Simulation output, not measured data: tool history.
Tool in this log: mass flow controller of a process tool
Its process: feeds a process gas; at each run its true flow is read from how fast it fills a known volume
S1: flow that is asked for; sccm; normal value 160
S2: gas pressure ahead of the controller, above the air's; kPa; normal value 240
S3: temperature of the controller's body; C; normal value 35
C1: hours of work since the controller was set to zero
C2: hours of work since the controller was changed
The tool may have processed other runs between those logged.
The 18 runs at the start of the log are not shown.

run 19 hour=3898.2 | S1=160 S2=265 S3=35 | C1=3476 C2=3476 | true_flow_(%)=102.04
run 20 hour=4086.7 | S1=160 S2=265 S3=35 | C1=3544 C2=3544 | true_flow_(%)=102.15
run 21 hour=4257.3 | S1=160 S2=231 S3=35 | C1=3605 C2=3605 | true_flow_(%)=102.07
run 22 hour=4523.9 | S1=160 S2=231 S3=35 | C1=3701 C2=3701 | true_flow_(%)=102.08
run 23 hour=4657 | S1=160 S2=231 S3=35 | C1=3749 C2=3749 | true_flow_(%)=102.06
run 24 hour=4826.7 | S1=160 S2=231 S3=35 | C1=3810 C2=3810 | true_flow_(%)=102.16
run 25 hour=5002.6 | S1=194 S2=240 S3=22 | C1=3873 C2=3873 | true_flow_(%)=101.59
run 26 hour=5267.9 | S1=116 S2=275 S3=36 | C1=3968 C2=3968 | true_flow_(%)=102.06
run 27 hour=5395.7 | S1=138 S2=234 S3=30 | C1=4014 C2=4014 | true_flow_(%)=101.68
run 28 hour=5632.6 | S1=109 S2=234 S3=25 | C1=4099 C2=4099 | true_flow_(%)=101.28
run 29 hour=5872.3 | S1=98 S2=279 S3=25 | C1=4185 C2=4185 | true_flow_(%)=101.43
run 30 hour=6137.2 | S1=137 S2=205 S3=21 | C1=4280 C2=4280 | true_flow_(%)=101.13
run 31 hour=6277.8 | S1=137 S2=205 S3=21 | C1=4330 C2=4330 | true_flow_(%)=101.29
run 32 hour=6451.3 | S1=32 S2=240 S3=35 | C1=4393 C2=4393 | true_flow_(%)=103.85
run 33 hour=6690.8 | S1=117 S2=256 S3=24 | C1=4479 C2=4479 | true_flow_(%)=101.63
run 34 hour=6826.8 | S1=160 S2=240 S3=36 | C1=4527 C2=4527 | true_flow_(%)=102.46
run 35 hour=7067.2 | S1=35 S2=240 S3=35 | C1=4614 C2=4614 | true_flow_(%)=103.99
run 36 hour=7239.8 | S1=75 S2=189 S3=22 | C1=4676 C2=4676 | true_flow_(%)=101.3
run 37 hour=7376 | S1=30 S2=240 S3=29 | C1=4725 C2=4725 | true_flow_(%)=104.15
run 38 hour=7659.3 | S1=30 S2=240 S3=29 | C1=4826 C2=4826 | true_flow_(%)=104.25
run 39 hour=7875.5 | S1=41 S2=171 S3=30 | C1=4904 C2=4904 | true_flow_(%)=103.01
run 40 hour=8027.8 | S1=85 S2=192 S3=35 | C1=4958 C2=4958 | true_flow_(%)=102.2

Predict the results of run 41:
run 41 hour=8180.6 | S1=85 S2=192 S3=35 | C1=5013 C2=5013 | true_flow_(%)=?

Run 41 yielded true flow (%) 102.34.
Minus the tool's unlogged condition, the same run would have read true flow (%) 99.05.

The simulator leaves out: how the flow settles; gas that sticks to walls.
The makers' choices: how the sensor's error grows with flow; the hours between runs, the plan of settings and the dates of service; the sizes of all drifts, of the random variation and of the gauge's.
